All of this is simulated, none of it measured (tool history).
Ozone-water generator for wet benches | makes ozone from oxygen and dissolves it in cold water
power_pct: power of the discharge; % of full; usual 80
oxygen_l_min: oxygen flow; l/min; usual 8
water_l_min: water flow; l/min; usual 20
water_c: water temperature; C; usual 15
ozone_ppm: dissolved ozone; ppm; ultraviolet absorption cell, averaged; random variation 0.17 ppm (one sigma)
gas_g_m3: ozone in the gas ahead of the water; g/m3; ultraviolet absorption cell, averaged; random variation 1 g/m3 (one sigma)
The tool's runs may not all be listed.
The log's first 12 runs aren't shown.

run   hour  power_pct  oxygen_l_min  water_l_min  water_c  ozone_ppm  gas_g_m3
 13  262.8         52             8           20       15       15.6     119.4
     280.2  -- contactor cleaned
 14  295.3         52             8           20       15       15.9       120
 15  318.9         80             8           20       10       25.2     171.3
 16  345.7         80             8           20       10       25.4     171.5
 17  370.5         59          8.62           20       18       16.9     127.5
 18  387.2         58             8           14        9       25.7     131.2
 19  409.3         58             8           14        9       25.9     129.7
 20  434.2         80             8           27        8       19.5     170.4
 21  447.8         80             8           27        8       19.4     169.4
 22  474.6         69             8           22       15       18.9       150
     477.1  -- water thermometer calibrated
 23  495.2         72             8           14       15       27.4     154.8
 24  513.8         52             8           18        8       19.2     119.9
     529.8  -- water thermometer calibrated, once more
 25  530.7         80          13.2           20        7       24.4     127.5
 26  553.1         80          4.61           21       15       22.5     235.2
 27  574.1         76         11.61           20       12       21.7     131.4
 28  591.5         66             8           20       22       17.1     144.9
 29  611.1         66             8           18       21       19.1     143.3
 30    637         50          7.56           16       15       18.7     117.5
 31  654.1         50          6.46           18       19       16.3       131
 32  672.7         47          5.64           21       13         15     134.5

Forecast each of these 4 alternatives for the next run:
  A  690.3         99          5.78           30       15          ?         ?
  B  690.3         80         11.76           20       15          ?         ?
  C  690.3         63          5.64           21       13          ?         ?
  D  690.3         80         13.56           20       15          ?         ?

run  ozone_ppm  gas_g_m3
  A       18.9     244.5
  B       21.1     134.3
  C       19.2     170.3
  D       20.8     124.4
Without the tool's hidden state the same runs would have given:
run  ozone_ppm  gas_g_m3
  A       19.7     251.5
  B       21.8     137.7
  C       19.7     173.8
  D       21.5     127.4
